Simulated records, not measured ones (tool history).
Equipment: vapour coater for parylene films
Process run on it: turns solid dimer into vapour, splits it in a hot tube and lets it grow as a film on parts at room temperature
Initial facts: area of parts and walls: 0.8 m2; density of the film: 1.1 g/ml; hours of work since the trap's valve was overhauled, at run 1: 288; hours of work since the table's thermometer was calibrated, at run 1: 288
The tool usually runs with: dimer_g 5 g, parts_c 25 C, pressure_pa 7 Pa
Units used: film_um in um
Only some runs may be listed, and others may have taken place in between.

run,hour,dimer_g,parts_c,pressure_pa,hours of work since the trap's valve was overhauled,hours of work since the table's thermometer was calibrated,film_um
1,0,5,25,7,288,288,2.58
2,23.6,5,25,7,308,308,2.56
3,46.1,5,35,7,327,327,1.73
4,94,5,35,7,367,367,1.63
5,133.3,5,25,11.2,400,400,2.33
6,152.9,5,25,7,416,416,2.47
7,179.8,5,25,2.72,439,439,2.7
# hour 200.8: trap's valve overhauled
8,204.8,5,25,2.72,3,457,3.2
9,244.6,5,25,2.72,37,490,3.16
10,288.6,5,25,7,74,527,2.83
11,314.5,5,25,7,95,549,2.77
12,353.7,5,25,7,128,582,2.77
13,387.5,5,25,7,157,610,2.7
14,410.6,5,25,7,176,629,2.72
15,452.2,5,25,7,211,664,2.66
16,478.2,5,25,7,233,686,2.63
17,502.6,3,25,5.02,253,707,1.62
18,543.6,3,25,5.02,288,741,1.64
19,571.1,5,25,4.56,311,764,2.73
20,597.4,5,25,4.56,333,786,2.7
21,627,9,19,4.56,358,811,6.17
22,668.2,5,25,6.96,392,846,2.55
23,687.9,6,25,11.77,409,862,2.84
24,725.6,3,27,11.77,441,894,1.27
# hour 744.5: trap's valve overhauled
25,777,6,27,6.47,27,934,3.25
26,798.9,2,23,9.13,46,952,1.18
27,833,2,23,9.13,74,981,1.18
28,876.1,2,23,4.92,111,1017,1.23
29,915.9,3,36,2.24,144,1050,1.19
30,951.8,3,36,2.24,174,1081,1.21

Some steps in film_um, run to run, broken into two amounts with sign: the step expected even without the hidden condition (settings, incoming material, random variation), and the rest, left for the hidden condition together with whatever gauge scatter is not in both the measured and the hidden-condition-free result:
Unlogged tool condition in this case: vapour lost through the trap's worn valve, %; true temperature of the parts over the reading, C; drift of the gauge itself on film_um, %.
Run 7 -> 8: trap's valve overhauled. film_um +0.5 um: hidden state +0.45, all else +0.05.
Run 20 -> 21: dimer_g 5 -> 9, parts_c 25 -> 19. film_um +3.47 um: hidden state -0.4, all else +3.87.
Run 21 -> 22: dimer_g 9 -> 5, parts_c 19 -> 25, pressure_pa 4.56 -> 6.96. film_um -3.62 um: hidden state +0.35, all else -3.97.
Run 25 -> 26: dimer_g 6 -> 2, parts_c 27 -> 23, pressure_pa 6.47 -> 9.13. film_um -2.07 um: hidden state -0.04, all else -2.03.

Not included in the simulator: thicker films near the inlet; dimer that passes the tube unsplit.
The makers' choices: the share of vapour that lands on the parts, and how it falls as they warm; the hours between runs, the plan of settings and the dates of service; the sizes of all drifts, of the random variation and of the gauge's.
